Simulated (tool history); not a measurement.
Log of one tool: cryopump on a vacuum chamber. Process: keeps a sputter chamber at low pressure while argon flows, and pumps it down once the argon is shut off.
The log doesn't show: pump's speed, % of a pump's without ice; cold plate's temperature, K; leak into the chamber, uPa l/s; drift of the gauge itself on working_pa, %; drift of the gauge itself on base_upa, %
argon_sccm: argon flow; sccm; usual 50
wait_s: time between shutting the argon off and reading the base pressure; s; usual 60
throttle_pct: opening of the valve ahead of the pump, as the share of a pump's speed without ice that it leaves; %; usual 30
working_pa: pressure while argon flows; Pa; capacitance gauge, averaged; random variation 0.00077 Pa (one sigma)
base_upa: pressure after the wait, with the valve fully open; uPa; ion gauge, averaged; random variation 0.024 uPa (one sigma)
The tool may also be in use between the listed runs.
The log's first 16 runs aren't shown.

run    hour  argon_sccm  wait_s  throttle_pct  hours of work since the pump was warmed up and emptied  hours of work since the cold head was overhauled  hours of work since the chamber's fittings were tightened  working_pa  base_upa
 17  1216.0          50      60            30                                                     338                                               689                                                        820      0.1704      1.86
     1244.6  -- pump warmed up, emptied and cooled again
 18  1276.6          39      34            22                                                      16                                               717                                                        848      0.1565      1.98
 19  1335.2          60      26            22                                                      46                                               747                                                        878      0.2439      2.44
 20  1435.4          77      46            20                                                      97                                               798                                                        929      0.3469      1.81
 21  1483.7          77      46            20                                                     122                                               823                                                        954      0.3477      1.83
 22  1572.0          77      46            20                                                     167                                               868                                                        999      0.3494      1.90
     1580.9  -- leaking fittings of the chamber tightened, without venting
 23  1633.2          24      46            26                                                     197                                               898                                                         27      0.0860      1.13
 24  1714.3          36      99            26                                                     239                                               940                                                         68      0.1322      0.72
 25  1811.5          36      99            26                                                     288                                               989                                                        118      0.1346      0.75
 26  1911.8          28     231            42                                                     340                                              1040                                                        169      0.0720      0.54
     1930.7  -- pump warmed up, emptied and cooled again
 27  1990.2          28     231            42                                                      30                                              1078                                                        206      0.0604      0.50
 28  2039.1          28      88            40                                                      55                                              1103                                                        231      0.0637      0.79
 29  2117.9          30      60            30                                                      96                                              1143                                                        272      0.0913      1.09

Forecast run 30:
 30  2170.7          30      60            30                                                     123                                              1170                                                        299           ?         ?

{"run 30": {"working_pa": 0.0922, "base_upa": 1.06}}
Without the tool's hidden state the same run would have given working_pa 0.0878 Pa, base_upa 0.81 uPa.
